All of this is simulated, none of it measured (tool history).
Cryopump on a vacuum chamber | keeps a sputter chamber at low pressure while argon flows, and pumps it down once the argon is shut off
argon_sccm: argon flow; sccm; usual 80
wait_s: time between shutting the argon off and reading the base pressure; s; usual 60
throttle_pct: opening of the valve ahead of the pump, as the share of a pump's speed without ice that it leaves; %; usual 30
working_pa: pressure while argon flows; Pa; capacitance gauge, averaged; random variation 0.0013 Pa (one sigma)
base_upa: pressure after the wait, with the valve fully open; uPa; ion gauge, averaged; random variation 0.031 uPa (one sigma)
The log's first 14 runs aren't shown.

run	hour	argon_sccm	wait_s	throttle_pct	working_pa	base_upa
15	1439.1	64	60	30	0.2611	2.75
# hour 1479.7: leaking fittings of the chamber tightened, without venting
16	1543.2	80	60	30	0.3297	1.77
17	1603.9	80	60	30	0.3316	1.74
18	1731.4	80	60	30	0.3342	1.81
19	1823.5	145	43	30	0.6169	2.4
# hour 1905.3: pump warmed up, emptied and cooled again
20	1924.8	80	72	20	0.4659	1.53
21	1988.9	75	72	16	0.5483	1.6
22	2061.4	52	102	20	0.3065	1.32
23	2175.3	80	33	31	0.3105	3.07
24	2284	147	60	26	0.6852	2.06
25	2348.1	124	25	37	0.418	4.05
26	2433.8	56	55	27	0.2536	2.27
27	2508.7	56	55	37	0.1914	2.36
28	2588.3	106	284	37	0.3678	1.14
29	2665.5	84	60	30	0.3564	2.44
# hour 2751.4: pump warmed up, emptied and cooled again
30	2760.1	84	60	30	0.332	2.16
31	2848.7	88	37	29	0.3589	3.04
32	2930.3	88	37	29	0.3624	3.16
33	2986.8	88	37	29	0.3638	3.13

3 ways to go on from here, each from the tool as it stands after run 33. What would each give?
A	3079.3	80	60	57	?	?
B	3079.3	80	89	18	?	?
C	3079.3	130	60	30	?	?

run	working_pa	base_upa
A	0.1766	2.45
B	0.5294	1.92
C	0.5225	2.36
Without the tool's hidden state the same runs would have given:
run	working_pa	base_upa
A	0.1627	1.63
B	0.5154	1.14
C	0.5	1.57
